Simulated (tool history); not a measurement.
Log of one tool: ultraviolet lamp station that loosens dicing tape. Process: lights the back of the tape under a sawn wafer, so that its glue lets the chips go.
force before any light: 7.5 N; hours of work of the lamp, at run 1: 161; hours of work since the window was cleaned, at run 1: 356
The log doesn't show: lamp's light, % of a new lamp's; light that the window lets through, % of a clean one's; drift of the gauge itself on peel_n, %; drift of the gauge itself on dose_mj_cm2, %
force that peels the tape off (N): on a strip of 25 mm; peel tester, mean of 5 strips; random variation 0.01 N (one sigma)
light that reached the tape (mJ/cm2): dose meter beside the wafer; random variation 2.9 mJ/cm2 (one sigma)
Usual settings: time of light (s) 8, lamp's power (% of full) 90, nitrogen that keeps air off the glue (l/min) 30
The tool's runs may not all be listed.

run     day  time of light (s)  lamp's power (% of full)  nitrogen that keeps air off the glue (l/min)  hours of work of the lamp  hours of work since the window was cleaned  force that peels the tape off (N)  light that reached the tape (mJ/cm2)
  1       0                  8                        90                                            30                        161                                         356                              0.543                                   391
  2   1.188                  8                        90                                            30                        184                                         378                              0.549                                   385
      2.667  -- window cleaned of glue's vapour
  3   2.812                  8                        72                                            30                        214                                           3                              0.874                                   296
  4   4.408                  8                        90                                            30                        244                                          33                              0.592                                   368
  5   5.362                  8                        63                                            30                        262                                          51                              1.165                                   258
  6   7.254                  8                        90                                            30                        298                                          86                              0.621                                   361
  7   8.529                  8                        77                                            30                        322                                         111                              0.836                                   303
  8   9.854                  8                        99                                            30                        347                                         136                              0.519                                   391
  9  10.908                  8                        99                                            36                        367                                         155                              0.498                                   386
 10  12.725                  8                        99                                            36                        401                                         190                              0.512                                   385
 11  13.867                  8                        99                                            36                        422                                         211                              0.511                                   384
     14.279  -- window cleaned of glue's vapour, once more
 12  15.454                  8                        90                                            60                        452                                          22                              0.407                                   381
 13  16.608                  4                        63                                            30                        474                                          44                              2.849                                   130
 14  17.604                  6                        70                                            43                        493                                          63                              1.283                                   215
 15  19.571                  6                        90                                            29                        530                                         100                              1.073                                   269
 16  20.658                  6                        90                                            15                        550                                         120                               1.54                                   271
 17    22.1                  8                        77                                            34                        577                                         147                              0.783                                   303
 18  23.883                  8                        92                                            34                        611                                         181                              0.559                                   363
 19  25.742                 16                        90                                            26                        646                                         216                              0.225                                   699
 20  27.583                 13                        99                                            30                        681                                         251                              0.242                                   622
 21  28.871                  8                        61                                            45                        705                                         275                              1.174                                   231
 22  30.338                  8                        63                                            22                        733                                         303                              1.519                                   238
 23  31.171                  8                        63                                            22                        748                                         319                              1.575                                   233

The same runs without the tool's hidden state, with the same run-to-run variation:
run  force that peels the tape off (N)  light that reached the tape (mJ/cm2)
  1                              0.459                                   426
  2                              0.458                                   424
  3                              0.685                                   338
  4                              0.453                                   423
  5                                0.9                                   298
  6                               0.46                                   423
  7                              0.608                                   359
  8                              0.374                                   466
  9                              0.359                                   463
 10                              0.358                                   467
 11                              0.355                                   470
 12                              0.328                                   431
 13                              2.492                                   149
 14                              1.016                                   247
 15                              0.818                                   313
 16                              1.201                                   317
 17                               0.57                                   358
 18                              0.399                                   434
 19                              0.201                                   846
 20                              0.206                                   763
 21                              0.801                                   286
 22                              1.061                                   297
 23                              1.093                                   293
